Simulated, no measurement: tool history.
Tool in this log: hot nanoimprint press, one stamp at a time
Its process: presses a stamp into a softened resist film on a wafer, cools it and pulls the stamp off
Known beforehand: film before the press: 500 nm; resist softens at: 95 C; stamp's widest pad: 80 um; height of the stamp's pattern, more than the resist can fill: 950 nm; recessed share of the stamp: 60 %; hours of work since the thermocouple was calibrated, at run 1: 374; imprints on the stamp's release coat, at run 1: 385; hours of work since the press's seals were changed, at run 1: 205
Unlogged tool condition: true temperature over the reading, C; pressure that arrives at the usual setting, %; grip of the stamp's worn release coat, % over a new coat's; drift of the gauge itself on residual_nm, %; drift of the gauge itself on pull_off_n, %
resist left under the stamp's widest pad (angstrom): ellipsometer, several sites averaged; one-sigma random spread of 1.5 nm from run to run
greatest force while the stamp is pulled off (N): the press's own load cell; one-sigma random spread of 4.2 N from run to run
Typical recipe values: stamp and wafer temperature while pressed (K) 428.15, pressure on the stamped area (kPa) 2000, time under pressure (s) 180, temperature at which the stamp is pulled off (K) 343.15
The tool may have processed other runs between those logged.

| run | day | stamp and wafer temperature while pressed (K) | pressure on the stamped area (kPa) | time under pressure (s) | temperature at which the stamp is pulled off (K) | hours of work since the thermocouple was calibrated | imprints on the stamp's release coat | hours of work since the press's seals were changed | resist left under the stamp's widest pad (angstrom) | greatest force while the stamp is pulled off (N) |
|---|---|---|---|---|---|---|---|---|---|---|
| 1 | 0 | 428.15 | 2000 | 180 | 343.15 | 374 | 385 | 205 | 2170 | 217 |
|  | 0.433 | plate thermocouple calibrated |
| 2 | 0.488 | 428.15 | 2890 | 180 | 343.15 | 1 | 437 | 211 | 1906 | 226 |
| 3 | 0.846 | 418.15 | 2000 | 180 | 343.15 | 8 | 489 | 218 | 3889 | 231 |
| 4 | 1.088 | 418.15 | 2000 | 180 | 343.15 | 12 | 523 | 222 | 3834 | 234 |
| 5 | 1.462 | 418.15 | 2000 | 180 | 343.15 | 19 | 577 | 229 | 3846 | 229 |
| 6 | 1.838 | 418.15 | 2000 | 180 | 343.15 | 26 | 630 | 236 | 3847 | 236 |
| 7 | 2.404 | 428.15 | 2000 | 180 | 343.15 | 36 | 712 | 246 | 2280 | 240 |
| 8 | 2.771 | 428.15 | 2000 | 180 | 343.15 | 43 | 764 | 253 | 2263 | 241 |
| 9 | 3.221 | 428.15 | 2000 | 180 | 343.15 | 51 | 829 | 261 | 2291 | 251 |
| 10 | 3.517 | 428.15 | 2000 | 180 | 343.15 | 56 | 871 | 267 | 2266 | 257 |
| 11 | 3.842 | 428.15 | 2000 | 180 | 343.15 | 62 | 918 | 272 | 2271 | 260 |
| 12 | 4.308 | 428.15 | 2020 | 218 | 343.15 | 70 | 984 | 281 | 2106 | 258 |
| 13 | 4.608 | 428.15 | 2700 | 215 | 343.15 | 76 | 1027 | 286 | 1831 | 270 |
| 14 | 4.933 | 436.15 | 2050 | 180 | 343.15 | 82 | 1074 | 292 | 1380 | 267 |
| 15 | 5.342 | 418.15 | 2000 | 180 | 336.15 | 89 | 1132 | 300 | 3849 | 317 |
|  | 5.771 | stamp cleaned and given a new release coat |
| 16 | 5.883 | 418.15 | 2000 | 180 | 336.15 | 95 | 16 | 305 | 3821 | 237 |
| 17 | 6.204 | 437.15 | 2340 | 180 | 343.15 | 100 | 62 | 311 | 1202 | 202 |

Expected results for the next run?
| 18 | 6.508 | 437.15 | 2340 | 180 | 343.15 | 106 | 105 | 316 | ? | ? |

{"run 18": {"resist left under the stamp's widest pad (angstrom)": 1222, "greatest force while the stamp is pulled off (N)": 213}}
Take away the tool's hidden state, keep the run-to-run variation as it was, and the same run would have given resist left under the stamp's widest pad (angstrom) 1237, greatest force while the stamp is pulled off (N) 209.

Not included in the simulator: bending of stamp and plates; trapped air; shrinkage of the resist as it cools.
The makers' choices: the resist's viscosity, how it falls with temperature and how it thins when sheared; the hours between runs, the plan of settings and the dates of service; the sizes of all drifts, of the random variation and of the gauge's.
